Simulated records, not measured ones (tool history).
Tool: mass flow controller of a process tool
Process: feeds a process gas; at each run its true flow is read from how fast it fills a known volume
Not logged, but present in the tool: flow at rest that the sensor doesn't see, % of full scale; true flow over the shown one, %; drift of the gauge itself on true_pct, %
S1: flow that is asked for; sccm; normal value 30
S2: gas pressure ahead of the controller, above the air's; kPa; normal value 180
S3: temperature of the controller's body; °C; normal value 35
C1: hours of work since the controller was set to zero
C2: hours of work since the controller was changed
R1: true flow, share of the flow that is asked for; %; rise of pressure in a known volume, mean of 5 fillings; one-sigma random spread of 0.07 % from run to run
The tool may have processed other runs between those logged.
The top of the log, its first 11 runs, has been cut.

run	hour	S1	S2	S3	C1	C2	R1
12	1330	7	180	35	2279	2279	96.54
13	1455.8	7	180	35	2331	2331	96.56
14	1607.2	7	180	35	2395	2395	96.49
15	1694.5	7	180	35	2431	2431	96.52
16	1793.5	11	180	35	2473	2473	96.95
17	1932.4	30	180	27	2531	2531	98.58
18	1995.6	16	246	22	2557	2557	97.9
19	2115	36	180	35	2607	2607	98.54
20	2191.8	36	180	35	2639	2639	98.55
21	2270	23	243	28	2672	2672	98.12
22	2416.2	11	168	23	2733	2733	97.26
23	2487.5	40	168	23	2763	2763	99.24
24	2595.8	12	195	21	2808	2808	97.5
25	2715.6	12	151	34	2858	2858	96.86
26	2804.8	12	160	38	2896	2896	96.82
27	2869.8	10	216	35	2923	2923	96.85
28	3003.8	8	169	35	2979	2979	96.54
29	3072.2	30	176	21	3007	3007	98.69
30	3149.8	30	176	21	3040	3040	98.77
31	3282.9	5	218	29	3096	3096	96.85

Each row is a separate what-if for the run after 31, all from the same tool condition, not one after another. Results?
A	3366.4	30	216	35	3130	3130	?
B	3366.4	6	276	32	3130	3130	?
C	3366.4	5	218	25	3130	3130	?

run	R1
A	98.4
B	97.01
C	96.91
What these runs would have given with no unlogged condition in the tool:
run	R1
A	98.4
B	96.99
C	96.89
